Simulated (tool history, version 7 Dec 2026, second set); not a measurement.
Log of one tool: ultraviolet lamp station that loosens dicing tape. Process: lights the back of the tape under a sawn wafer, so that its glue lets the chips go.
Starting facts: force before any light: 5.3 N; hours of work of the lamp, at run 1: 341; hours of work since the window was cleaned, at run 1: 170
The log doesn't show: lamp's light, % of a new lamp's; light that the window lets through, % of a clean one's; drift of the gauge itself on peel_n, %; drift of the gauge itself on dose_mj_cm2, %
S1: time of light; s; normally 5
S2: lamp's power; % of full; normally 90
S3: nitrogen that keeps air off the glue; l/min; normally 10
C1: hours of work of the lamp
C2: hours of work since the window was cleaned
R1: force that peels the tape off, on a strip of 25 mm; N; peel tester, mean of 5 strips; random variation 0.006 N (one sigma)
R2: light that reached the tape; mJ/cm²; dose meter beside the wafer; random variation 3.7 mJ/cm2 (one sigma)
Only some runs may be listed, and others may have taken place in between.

| run | hour | S1 | S2 | S3 | C1 | C2 | R1 | R2 |
|---|---|---|---|---|---|---|---|---|
| 1 | 0 | 5 | 90 | 10 | 341 | 170 | 0.165 | 629 |
| 2 | 12.2 | 5 | 90 | 5 | 349 | 178 | 0.3 | 622 |
| 3 | 27 | 5 | 90 | 10 | 359 | 188 | 0.162 | 627 |
| 4 | 35.1 | 5 | 90 | 10 | 364 | 193 | 0.16 | 622 |
| 5 | 49 | 5 | 90 | 10 | 373 | 202 | 0.167 | 618 |
| 6 | 58.8 | 5 | 90 | 10 | 380 | 209 | 0.173 | 624 |
| 7 | 69.1 | 5 | 90 | 10 | 386 | 215 | 0.163 | 622 |
| 8 | 82.4 | 9 | 90 | 10 | 395 | 224 | 0.113 | 1116 |
| 9 | 92.3 | 9 | 90 | 10 | 401 | 230 | 0.1 | 1117 |
| 10 | 106.5 | 9 | 90 | 10 | 411 | 240 | 0.109 | 1117 |
| 11 | 118.7 | 5 | 84 | 10 | 419 | 248 | 0.188 | 578 |
| 12 | 132.6 | 5 | 87 | 10 | 428 | 257 | 0.177 | 604 |
| 13 | 140.9 | 5 | 95 | 10 | 433 | 262 | 0.155 | 650 |
| 14 | 155.6 | 5 | 90 | 10 | 443 | 272 | 0.177 | 617 |
| 15 | 166.4 | 5 | 90 | 10 | 450 | 279 | 0.168 | 630 |
| 16 | 182.9 | 5 | 90 | 10 | 460 | 289 | 0.169 | 622 |
| 17 | 191.4 | 4 | 90 | 10 | 466 | 295 | 0.28 | 496 |
| 18 | 208.8 | 4 | 90 | 10 | 477 | 306 | 0.26 | 493 |
| 19 | 225.2 | 4 | 90 | 10 | 488 | 317 | 0.26 | 501 |
| 20 | 237.9 | 4 | 90 | 10 | 496 | 325 | 0.259 | 498 |
| 21 | 248.9 | 5 | 90 | 10 | 503 | 332 | 0.171 | 628 |
| 22 | 266 | 5 | 90 | 10 | 514 | 343 | 0.165 | 619 |
| 23 | 277.4 | 5 | 90 | 10 | 522 | 351 | 0.173 | 618 |
| 24 | 293 | 5 | 89 | 3 | 532 | 361 | 0.529 | 616 |
| 25 | 311.3 | 5 | 89 | 3 | 544 | 373 | 0.493 | 615 |
| 26 | 320.1 | 2 | 82 | 16 | 550 | 379 | 0.871 | 227 |

Estimate the outcome of run 27 from the log above:
| 27 | 333.2 | 7 | 98 | 4 | 558 | 387 | ? | ? |

{"run 27": {"R1": 0.16, "R2": 942}}
With no hidden state in the tool, this same run would have given R1 0.16 N, R2 944 mJ/cm².
